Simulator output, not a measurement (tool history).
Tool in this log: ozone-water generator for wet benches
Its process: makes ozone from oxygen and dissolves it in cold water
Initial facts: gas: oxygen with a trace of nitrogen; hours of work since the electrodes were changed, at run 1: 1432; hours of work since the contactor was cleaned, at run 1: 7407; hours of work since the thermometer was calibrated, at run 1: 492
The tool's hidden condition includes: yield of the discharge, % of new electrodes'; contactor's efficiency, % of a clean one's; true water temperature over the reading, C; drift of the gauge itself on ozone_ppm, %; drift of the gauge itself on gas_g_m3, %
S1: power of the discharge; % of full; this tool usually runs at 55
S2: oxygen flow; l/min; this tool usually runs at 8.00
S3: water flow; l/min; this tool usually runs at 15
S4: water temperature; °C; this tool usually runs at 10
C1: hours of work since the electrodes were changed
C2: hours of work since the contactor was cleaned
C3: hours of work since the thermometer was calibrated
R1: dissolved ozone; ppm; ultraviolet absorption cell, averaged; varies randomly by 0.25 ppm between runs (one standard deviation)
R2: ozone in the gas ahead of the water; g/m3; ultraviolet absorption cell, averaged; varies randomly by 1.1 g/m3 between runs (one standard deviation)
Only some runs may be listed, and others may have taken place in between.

run    hour  S1     S2  S3  S4    C1    C2    C3    R1     R2
  1     0.0  55   8.00  15  10  1432  7407   492  38.5  203.9
  2    65.9  55   8.00  15  10  1478  7453   538  38.4  201.4
  3   115.4  55   8.00  15  10  1513  7487   573  38.4  202.7
  4   184.1  55   8.00  15  10  1561  7535   621  38.3  202.6
  5   270.5  55   8.00  15  10  1621  7596   681  38.2  201.8
  6   326.2  55   8.00  15  10  1660  7635   720  38.9  203.7
  7   404.6  55   8.00  15   6  1715  7689   775  41.2  202.3
  8   506.8  55   8.00  15   6  1786  7761   846  41.5  201.3
  9   559.5  55   8.00  15   6  1823  7797   883  40.8  202.2
 10   659.4  55   8.00  15   6  1893  7867   952  41.6  201.6
 11   705.2  55   8.00  15   6  1925  7899   984  41.4  202.1
 12   783.2  55   8.00  15   6  1979  7954  1039  40.9  202.9
 13   858.3  55   8.00  15   6  2031  8006  1091  41.4  202.0
 14   953.4  55   8.00  15   6  2098  8072  1158  41.7  199.9
 15  1043.0  55   8.00  16   9  2160  8135  1220  37.5  199.4
 16  1086.1  76  13.35  15  10  2191  8165  1250  42.9  185.4
 17  1157.5  55   8.00  15   6  2240  8215  1300  41.5  201.4
 18  1231.4  55   8.00  15   6  2292  8267  1352  41.3  201.7
 19  1288.0  55   8.00  15  10  2331  8306  1391  38.9  199.2
 20  1346.9  55   8.00  13  10  2373  8347  1432  42.7  199.4
 21  1421.3  83   5.46  13  12  2425  8399  1484  54.3  308.3
 22  1477.1  55  12.76  22  10  2463  8438  1523  27.5  158.0
 23  1565.1  41  13.99  15  10  2525  8499  1585  29.6  125.3
 24  1644.8  41  13.99  15  10  2581  8555  1640  29.7  127.4
 25  1727.6  41  13.99  15  10  2638  8613  1698  29.7  126.6
 26  1772.7  41  13.99  15  10  2670  8644  1730  29.7  124.8
 27  1823.9  41  13.99  15  10  2706  8680  1765  29.7  124.9

Forecast each of these 3 alternatives for the next run:
  A  1922.6  41  13.99  16  13  2774  8749  1834   ?   ?
  B  1922.6  56   6.21  15   6  2774  8749  1834   ?   ?
  C  1922.6  56   6.41  12  10  2774  8749  1834   ?   ?

run    R1     R2
  A  26.7  125.7
  B  41.9  230.4
  C  45.7  225.6
With the hidden condition removed and each run's random variation left untouched, the same runs would have given:
run    R1     R2
  A  26.8  127.9
  B  42.0  234.6
  C  45.8  229.8

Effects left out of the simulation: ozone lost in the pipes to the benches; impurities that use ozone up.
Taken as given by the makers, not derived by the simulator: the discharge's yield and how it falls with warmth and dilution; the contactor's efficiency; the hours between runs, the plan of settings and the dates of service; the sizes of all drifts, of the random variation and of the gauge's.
